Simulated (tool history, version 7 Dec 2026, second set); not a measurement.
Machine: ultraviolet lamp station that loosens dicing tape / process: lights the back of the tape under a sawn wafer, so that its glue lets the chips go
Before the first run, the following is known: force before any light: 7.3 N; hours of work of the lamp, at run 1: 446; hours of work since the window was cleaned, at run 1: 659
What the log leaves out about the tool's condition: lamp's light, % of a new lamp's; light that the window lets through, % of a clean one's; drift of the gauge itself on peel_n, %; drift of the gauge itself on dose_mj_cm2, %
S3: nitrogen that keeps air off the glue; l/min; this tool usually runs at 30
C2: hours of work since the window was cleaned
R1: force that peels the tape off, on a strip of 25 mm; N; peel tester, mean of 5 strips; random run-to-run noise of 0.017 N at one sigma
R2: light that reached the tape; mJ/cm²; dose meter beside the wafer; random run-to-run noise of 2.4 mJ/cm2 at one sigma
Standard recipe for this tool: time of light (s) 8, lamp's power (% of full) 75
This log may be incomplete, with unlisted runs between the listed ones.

{"run": 1, "day": 0.0, "time of light (s)": 8, "lamp's power (% of full)": 75, "S3": 30, "hours of work of the lamp": 446, "C2": 659, "R1": 1.32, "R2": 204}
{"run": 2, "day": 1.012, "time of light (s)": 9, "lamp's power (% of full)": 75, "S3": 30, "hours of work of the lamp": 458, "C2": 672, "R1": 1.077, "R2": 229}
{"run": 3, "day": 2.317, "time of light (s)": 8, "lamp's power (% of full)": 75, "S3": 30, "hours of work of the lamp": 474, "C2": 688, "R1": 1.386, "R2": 200}
{"day": 2.858, "done": "window cleaned of glue's vapour"}
{"run": 4, "day": 3.529, "time of light (s)": 8, "lamp's power (% of full)": 75, "S3": 30, "hours of work of the lamp": 489, "C2": 8, "R1": 1.161, "R2": 216}
{"run": 5, "day": 4.838, "time of light (s)": 8, "lamp's power (% of full)": 75, "S3": 30, "hours of work of the lamp": 505, "C2": 24, "R1": 1.228, "R2": 211}
{"run": 6, "day": 6.042, "time of light (s)": 8, "lamp's power (% of full)": 75, "S3": 31, "hours of work of the lamp": 519, "C2": 39, "R1": 1.238, "R2": 215}
{"run": 7, "day": 7.15, "time of light (s)": 8, "lamp's power (% of full)": 75, "S3": 31, "hours of work of the lamp": 533, "C2": 52, "R1": 1.229, "R2": 209}
{"run": 8, "day": 8.208, "time of light (s)": 8, "lamp's power (% of full)": 75, "S3": 31, "hours of work of the lamp": 546, "C2": 65, "R1": 1.25, "R2": 212}
{"run": 9, "day": 9.2, "time of light (s)": 8, "lamp's power (% of full)": 75, "S3": 31, "hours of work of the lamp": 558, "C2": 77, "R1": 1.272, "R2": 206}
{"run": 10, "day": 10.012, "time of light (s)": 8, "lamp's power (% of full)": 94, "S3": 31, "hours of work of the lamp": 568, "C2": 87, "R1": 0.881, "R2": 257}
{"run": 11, "day": 11.154, "time of light (s)": 8, "lamp's power (% of full)": 94, "S3": 31, "hours of work of the lamp": 582, "C2": 101, "R1": 0.913, "R2": 255}
{"run": 12, "day": 11.925, "time of light (s)": 8, "lamp's power (% of full)": 94, "S3": 31, "hours of work of the lamp": 591, "C2": 111, "R1": 0.943, "R2": 249}
{"run": 13, "day": 13.042, "time of light (s)": 8, "lamp's power (% of full)": 94, "S3": 31, "hours of work of the lamp": 605, "C2": 124, "R1": 0.946, "R2": 252}
{"run": 14, "day": 13.846, "time of light (s)": 8, "lamp's power (% of full)": 75, "S3": 30, "hours of work of the lamp": 615, "C2": 134, "R1": 1.418, "R2": 202}
{"run": 15, "day": 14.579, "time of light (s)": 10, "lamp's power (% of full)": 75, "S3": 30, "hours of work of the lamp": 624, "C2": 143, "R1": 0.956, "R2": 251}
{"run": 16, "day": 15.721, "time of light (s)": 8, "lamp's power (% of full)": 75, "S3": 30, "hours of work of the lamp": 637, "C2": 157, "R1": 1.388, "R2": 192}
{"run": 17, "day": 16.496, "time of light (s)": 8, "lamp's power (% of full)": 75, "S3": 30, "hours of work of the lamp": 647, "C2": 167, "R1": 1.391, "R2": 193}
{"run": 18, "day": 17.3, "time of light (s)": 8, "lamp's power (% of full)": 75, "S3": 30, "hours of work of the lamp": 657, "C2": 176, "R1": 1.487, "R2": 191}
{"run": 19, "day": 18.071, "time of light (s)": 8, "lamp's power (% of full)": 75, "S3": 30, "hours of work of the lamp": 666, "C2": 186, "R1": 1.454, "R2": 188}
{"run": 20, "day": 18.871, "time of light (s)": 8, "lamp's power (% of full)": 75, "S3": 50, "hours of work of the lamp": 676, "C2": 196, "R1": 1.106, "R2": 190}
{"run": 21, "day": 20.308, "time of light (s)": 8, "lamp's power (% of full)": 75, "S3": 50, "hours of work of the lamp": 694, "C2": 213, "R1": 1.15, "R2": 190}
{"run": 22, "day": 21.446, "time of light (s)": 13, "lamp's power (% of full)": 81, "S3": 27, "hours of work of the lamp": 707, "C2": 227, "R1": 0.656, "R2": 328}
{"run": 23, "day": 22.225, "time of light (s)": 13, "lamp's power (% of full)": 81, "S3": 27, "hours of work of the lamp": 717, "C2": 237, "R1": 0.636, "R2": 326}
{"run": 24, "day": 23.467, "time of light (s)": 13, "lamp's power (% of full)": 81, "S3": 27, "hours of work of the lamp": 732, "C2": 252, "R1": 0.683, "R2": 319}
{"run": 25, "day": 24.125, "time of light (s)": 13, "lamp's power (% of full)": 81, "S3": 27, "hours of work of the lamp": 740, "C2": 260, "R1": 0.67, "R2": 324}
{"run": 26, "day": 25.525, "time of light (s)": 5, "lamp's power (% of full)": 66, "S3": 17, "hours of work of the lamp": 757, "C2": 277, "R1": 3.689, "R2": 98}
{"run": 27, "day": 26.4, "time of light (s)": 5, "lamp's power (% of full)": 79, "S3": 22, "hours of work of the lamp": 768, "C2": 287, "R1": 2.902, "R2": 120}
{"run": 28, "day": 27.6, "time of light (s)": 8, "lamp's power (% of full)": 76, "S3": 17, "hours of work of the lamp": 783, "C2": 302, "R1": 2.2, "R2": 176}
{"run": 29, "day": 28.238, "time of light (s)": 5, "lamp's power (% of full)": 78, "S3": 30, "hours of work of the lamp": 790, "C2": 310, "R1": 2.657, "R2": 118}
{"run": 30, "day": 29.225, "time of light (s)": 12, "lamp's power (% of full)": 83, "S3": 31, "hours of work of the lamp": 802, "C2": 322, "R1": 0.739, "R2": 288}
{"run": 31, "day": 30.279, "time of light (s)": 12, "lamp's power (% of full)": 83, "S3": 31, "hours of work of the lamp": 815, "C2": 335, "R1": 0.758, "R2": 283}
{"run": 32, "day": 31.7, "time of light (s)": 12, "lamp's power (% of full)": 83, "S3": 31, "hours of work of the lamp": 833, "C2": 352, "R1": 0.757, "R2": 284}
{"run": 33, "day": 32.288, "time of light (s)": 14, "lamp's power (% of full)": 83, "S3": 31, "hours of work of the lamp": 840, "C2": 359, "R1": 0.601, "R2": 328}
{"run": 34, "day": 33.225, "time of light (s)": 14, "lamp's power (% of full)": 83, "S3": 31, "hours of work of the lamp": 851, "C2": 371, "R1": 0.589, "R2": 327}
{"run": 35, "day": 34.488, "time of light (s)": 10, "lamp's power (% of full)": 66, "S3": 30, "hours of work of the lamp": 867, "C2": 386, "R1": 1.577, "R2": 181}
{"run": 36, "day": 35.842, "time of light (s)": 5, "lamp's power (% of full)": 94, "S3": 10, "hours of work of the lamp": 883, "C2": 403, "R1": 3.511, "R2": 129}
{"run": 37, "day": 37.283, "time of light (s)": 5, "lamp's power (% of full)": 98, "S3": 26, "hours of work of the lamp": 901, "C2": 420, "R1": 2.508, "R2": 130}
{"run": 38, "day": 38.262, "time of light (s)": 5, "lamp's power (% of full)": 98, "S3": 15, "hours of work of the lamp": 913, "C2": 432, "R1": 3.038, "R2": 131}

Each row is a separate what-if for the run after 38, all from the same tool condition, not one after another. Results?
{"day": 39.338, "done": "lamp changed"}
{"run": "A", "day": 39.629, "time of light (s)": 5, "lamp's power (% of full)": 62, "S3": 14, "hours of work of the lamp": 4, "C2": 449, "R1": "?", "R2": "?"}
{"day": 39.338, "done": "lamp changed"}
{"run": "B", "day": 39.629, "time of light (s)": 7, "lamp's power (% of full)": 62, "S3": 15, "hours of work of the lamp": 4, "C2": 449, "R1": "?", "R2": "?"}
{"day": 39.338, "done": "lamp changed"}
{"run": "C", "day": 39.629, "time of light (s)": 11, "lamp's power (% of full)": 60, "S3": 28, "hours of work of the lamp": 4, "C2": 449, "R1": "?", "R2": "?"}

run=A R1=3.12 R2=137
run=B R1=2.193 R2=189
run=C R1=0.82 R2=288
Without the tool's hidden state the same runs would have given:
run=A R1=2.94 R2=147
run=B R1=2.019 R2=203
run=C R1=0.724 R2=309

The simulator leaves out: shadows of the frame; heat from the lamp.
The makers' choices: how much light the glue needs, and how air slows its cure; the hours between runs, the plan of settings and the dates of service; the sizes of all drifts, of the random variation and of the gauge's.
